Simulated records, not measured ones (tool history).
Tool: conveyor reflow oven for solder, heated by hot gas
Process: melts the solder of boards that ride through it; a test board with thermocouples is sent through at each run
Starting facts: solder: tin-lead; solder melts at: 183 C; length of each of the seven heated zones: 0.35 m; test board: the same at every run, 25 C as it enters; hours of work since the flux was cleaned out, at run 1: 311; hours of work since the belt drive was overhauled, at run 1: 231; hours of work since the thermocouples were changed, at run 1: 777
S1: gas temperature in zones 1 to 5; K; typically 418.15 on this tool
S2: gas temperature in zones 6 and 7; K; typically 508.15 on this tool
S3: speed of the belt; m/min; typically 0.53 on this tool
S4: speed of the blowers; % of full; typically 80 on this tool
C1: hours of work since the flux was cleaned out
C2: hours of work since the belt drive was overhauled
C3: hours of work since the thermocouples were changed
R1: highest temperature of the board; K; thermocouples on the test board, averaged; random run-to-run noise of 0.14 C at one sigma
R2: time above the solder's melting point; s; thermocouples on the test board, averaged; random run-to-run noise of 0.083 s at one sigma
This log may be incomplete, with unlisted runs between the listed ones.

| run | hour | S1 | S2 | S3 | S4 | C1 | C2 | C3 | R1 | R2 |
|---|---|---|---|---|---|---|---|---|---|---|
| 1 | 0 | 418.15 | 508.15 | 0.53 | 80 | 311 | 231 | 777 | 489.75 | 61.68 |
|  | 9.1 | flux residue cleaned out of gas plates and filters |
| 2 | 43.9 | 418.15 | 508.15 | 0.53 | 80 | 19 | 252 | 798 | 491.05 | 63.11 |
| 3 | 87.9 | 418.15 | 508.15 | 0.53 | 80 | 44 | 277 | 823 | 490.85 | 62.89 |
| 4 | 110.4 | 418.15 | 508.15 | 0.53 | 80 | 56 | 289 | 835 | 491.05 | 62.68 |
| 5 | 133.2 | 418.15 | 508.15 | 0.53 | 80 | 69 | 302 | 848 | 490.25 | 62.72 |
| 6 | 173.1 | 418.15 | 508.15 | 0.53 | 59 | 91 | 324 | 870 | 486.95 | 58.93 |
| 7 | 216.5 | 418.15 | 508.15 | 0.53 | 59 | 115 | 348 | 894 | 486.85 | 58.72 |
| 8 | 243.8 | 419.15 | 508.15 | 0.53 | 52 | 131 | 363 | 910 | 485.45 | 57.37 |
|  | 250.6 | belt drive overhauled, speed set with a stopwatch |
| 9 | 288.1 | 430.15 | 508.15 | 0.53 | 52 | 153 | 21 | 932 | 488.05 | 65.24 |
| 10 | 328.1 | 405.15 | 507.15 | 0.53 | 80 | 175 | 43 | 954 | 486.85 | 54.61 |
| 11 | 366.6 | 404.15 | 511.15 | 0.53 | 80 | 197 | 65 | 976 | 490.05 | 56.78 |
| 12 | 393.2 | 418.15 | 508.15 | 0.53 | 56 | 212 | 79 | 991 | 485.95 | 57.49 |
|  | 405.5 | belt drive overhauled, speed set with a stopwatch, once more |
| 13 | 418.5 | 427.15 | 508.15 | 0.53 | 80 | 224 | 7 | 1002 | 491.45 | 66.79 |

Predict each of these 4 candidate next runs independently; none follows another, all start after run 13:
| A | 447.8 | 427.15 | 508.15 | 0.53 | 79 | 240 | 24 | 1019 | ? | ? |
| B | 447.8 | 427.15 | 509.15 | 0.514 | 80 | 240 | 24 | 1019 | ? | ? |
| C | 447.8 | 418.15 | 501.15 | 0.53 | 80 | 240 | 24 | 1019 | ? | ? |
| D | 447.8 | 416.15 | 508.15 | 0.513 | 83 | 240 | 24 | 1019 | ? | ? |

| run | R1 | R2 |
|---|---|---|
| A | 491.15 | 66.38 |
| B | 492.65 | 70.04 |
| C | 483.35 | 56.05 |
| D | 490.35 | 63.51 |
With the hidden condition removed and each run's random variation left untouched, the same runs would have given:
| run | R1 | R2 |
|---|---|---|
| A | 494.85 | 69.12 |
| B | 496.35 | 72.64 |
| C | 487.15 | 59.79 |
| D | 494.15 | 66.65 |
